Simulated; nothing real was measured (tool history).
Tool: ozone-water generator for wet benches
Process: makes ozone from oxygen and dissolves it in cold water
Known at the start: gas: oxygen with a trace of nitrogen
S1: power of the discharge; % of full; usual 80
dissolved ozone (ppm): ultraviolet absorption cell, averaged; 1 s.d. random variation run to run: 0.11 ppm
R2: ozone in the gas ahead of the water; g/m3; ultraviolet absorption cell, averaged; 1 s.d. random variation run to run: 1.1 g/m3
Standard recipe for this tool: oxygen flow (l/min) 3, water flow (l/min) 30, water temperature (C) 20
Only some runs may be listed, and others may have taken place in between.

{"run": 1, "hour": 0.0, "S1": 80, "oxygen flow (l/min)": 3, "water flow (l/min)": 30, "water temperature (C)": 20, "dissolved ozone (ppm)": 8.9, "R2": 203.6}
{"run": 2, "hour": 30.0, "S1": 80, "oxygen flow (l/min)": 3, "water flow (l/min)": 30, "water temperature (C)": 20, "dissolved ozone (ppm)": 8.8, "R2": 204.4}
{"run": 3, "hour": 61.9, "S1": 80, "oxygen flow (l/min)": 3, "water flow (l/min)": 22, "water temperature (C)": 20, "dissolved ozone (ppm)": 12.6, "R2": 203.6}
{"run": 4, "hour": 91.3, "S1": 80, "oxygen flow (l/min)": 3, "water flow (l/min)": 22, "water temperature (C)": 15, "dissolved ozone (ppm)": 13.2, "R2": 203.8}
{"run": 5, "hour": 125.2, "S1": 80, "oxygen flow (l/min)": 3, "water flow (l/min)": 22, "water temperature (C)": 15, "dissolved ozone (ppm)": 13.5, "R2": 202.8}
{"run": 6, "hour": 153.9, "S1": 80, "oxygen flow (l/min)": 3, "water flow (l/min)": 22, "water temperature (C)": 15, "dissolved ozone (ppm)": 13.2, "R2": 205.9}
{"run": 7, "hour": 196.0, "S1": 80, "oxygen flow (l/min)": 3, "water flow (l/min)": 22, "water temperature (C)": 15, "dissolved ozone (ppm)": 13.5, "R2": 204.6}
{"run": 8, "hour": 236.1, "S1": 80, "oxygen flow (l/min)": 3, "water flow (l/min)": 22, "water temperature (C)": 15, "dissolved ozone (ppm)": 13.2, "R2": 205.7}
{"run": 9, "hour": 269.6, "S1": 80, "oxygen flow (l/min)": 3, "water flow (l/min)": 22, "water temperature (C)": 15, "dissolved ozone (ppm)": 13.2, "R2": 204.9}
{"run": 10, "hour": 312.4, "S1": 80, "oxygen flow (l/min)": 3, "water flow (l/min)": 22, "water temperature (C)": 15, "dissolved ozone (ppm)": 13.3, "R2": 201.6}
{"run": 11, "hour": 350.5, "S1": 80, "oxygen flow (l/min)": 2.98, "water flow (l/min)": 27, "water temperature (C)": 20, "dissolved ozone (ppm)": 9.8, "R2": 206.1}
{"run": 12, "hour": 389.6, "S1": 70, "oxygen flow (l/min)": 2.98, "water flow (l/min)": 43, "water temperature (C)": 20, "dissolved ozone (ppm)": 5.1, "R2": 185.3}
{"run": 13, "hour": 421.2, "S1": 80, "oxygen flow (l/min)": 4.73, "water flow (l/min)": 37, "water temperature (C)": 26, "dissolved ozone (ppm)": 7, "R2": 161.5}

3 ways to go on from here, each from the tool as it stands after run 13. What would each give?
{"run": "A", "hour": 460.7, "S1": 80, "oxygen flow (l/min)": 4.73, "water flow (l/min)": 28, "water temperature (C)": 26, "dissolved ozone (ppm)": "?", "R2": "?"}
{"run": "B", "hour": 460.7, "S1": 80, "oxygen flow (l/min)": 4.73, "water flow (l/min)": 31, "water temperature (C)": 26, "dissolved ozone (ppm)": "?", "R2": "?"}
{"run": "C", "hour": 460.7, "S1": 72, "oxygen flow (l/min)": 3, "water flow (l/min)": 30, "water temperature (C)": 20, "dissolved ozone (ppm)": "?", "R2": "?"}

run=A dissolved_ozone_(ppm)=9.6 R2=160.7
run=B dissolved_ozone_(ppm)=8.5 R2=161.2
run=C dissolved_ozone_(ppm)=8.1 R2=189.7
Take away the tool's hidden state, keep each run's random variation, and the runs would have read:
run=A dissolved_ozone_(ppm)=9.6 R2=160.7
run=B dissolved_ozone_(ppm)=8.5 R2=161.2
run=C dissolved_ozone_(ppm)=8.1 R2=189.7
